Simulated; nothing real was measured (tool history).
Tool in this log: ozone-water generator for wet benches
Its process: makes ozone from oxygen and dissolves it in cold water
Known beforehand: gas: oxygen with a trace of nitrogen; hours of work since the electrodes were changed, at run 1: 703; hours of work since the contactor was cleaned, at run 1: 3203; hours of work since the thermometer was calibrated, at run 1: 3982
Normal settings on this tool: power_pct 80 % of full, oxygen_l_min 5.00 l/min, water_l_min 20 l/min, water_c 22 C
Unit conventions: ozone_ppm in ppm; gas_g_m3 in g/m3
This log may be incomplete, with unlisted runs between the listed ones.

run    hour  power_pct  oxygen_l_min  water_l_min  water_c  hours of work since the electrodes were changed  hours of work since the contactor was cleaned  hours of work since the thermometer was calibrated  ozone_ppm  gas_g_m3
  1     0.0         80          5.00           20       22                                              703                                           3203                                                3982       32.2     294.5
  2    59.8         86          5.00           20       22                                              746                                           3246                                                4025       33.9     310.1
  3   106.5         86          5.00           20       22                                              779                                           3279                                                4058       33.7     312.3
  4   160.1         86          5.00           20       22                                              817                                           3317                                                4096       33.5     308.5
  5   203.9         86          5.00           20       22                                              848                                           3348                                                4127       33.8     307.8
  6   254.7         86          5.00           20       22                                              884                                           3384                                                4163       33.7     312.7
  7   301.5         86          5.00           20       22                                              917                                           3417                                                4196       33.2     308.9
  8   378.9         86          5.00           20       22                                              972                                           3472                                                4251       33.3     309.0
  9   441.9         60          5.00           20       22                                             1016                                           3516                                                4295       26.2     241.0
 10   503.9         60          5.00           20       22                                             1060                                           3560                                                4339       26.2     240.9
 11   554.1         60          5.00           20       22                                             1096                                           3596                                                4375       25.5     241.8
 12   633.7         60          5.00           20       22                                             1152                                           3652                                                4431       25.6     239.8
 13   700.4         60          5.00           20       22                                             1200                                           3700                                                4479       26.1     241.7
 14   732.9         60          5.00           20       22                                             1223                                           3723                                                4502       26.1     239.1
 15   800.9         80          5.00           20       22                                             1271                                           3771                                                4550       31.2     290.2
 16   864.5         80          5.00           20       22                                             1316                                           3816                                                4595       31.6     291.4
 17   924.8         78          5.04           20       20                                             1358                                           3859                                                4638       31.4     284.9
 18   984.6         80          5.00           20       17                                             1401                                           3901                                                4680       33.1     288.4
 19  1026.8         47          5.00           16       17                                             1431                                           3931                                                4710       27.8     203.2
 20  1105.0         80          6.02           20       16                                             1486                                           3986                                                4765       34.1     262.2
 21  1141.5         55          5.28           20       17                                             1512                                           4012                                                4791       26.1     217.2
 22  1201.2         74          5.00           25       22                                             1554                                           4054                                                4833       24.7     275.3
 23  1257.7         74          5.00           25       22                                             1594                                           4094                                                4873       24.5     274.2
     1264.7  -- water thermometer calibrated
 24  1319.7         78          5.00           16       22                                             1638                                           4138                                                  39       35.4     281.1
 25  1365.4         80          5.00           20       17                                             1670                                           4170                                                  71       33.1     288.4

Expected results for the next run?
 26  1417.6         80          5.00           20       17                                             1707                                           4207                                                 108          ?         ?

{"run 26": {"ozone_ppm": 32.7, "gas_g_m3": 283.5}}
With no hidden state in the tool, this same run would have given ozone_ppm 36.5 ppm, gas_g_m3 297.7 g/m3.
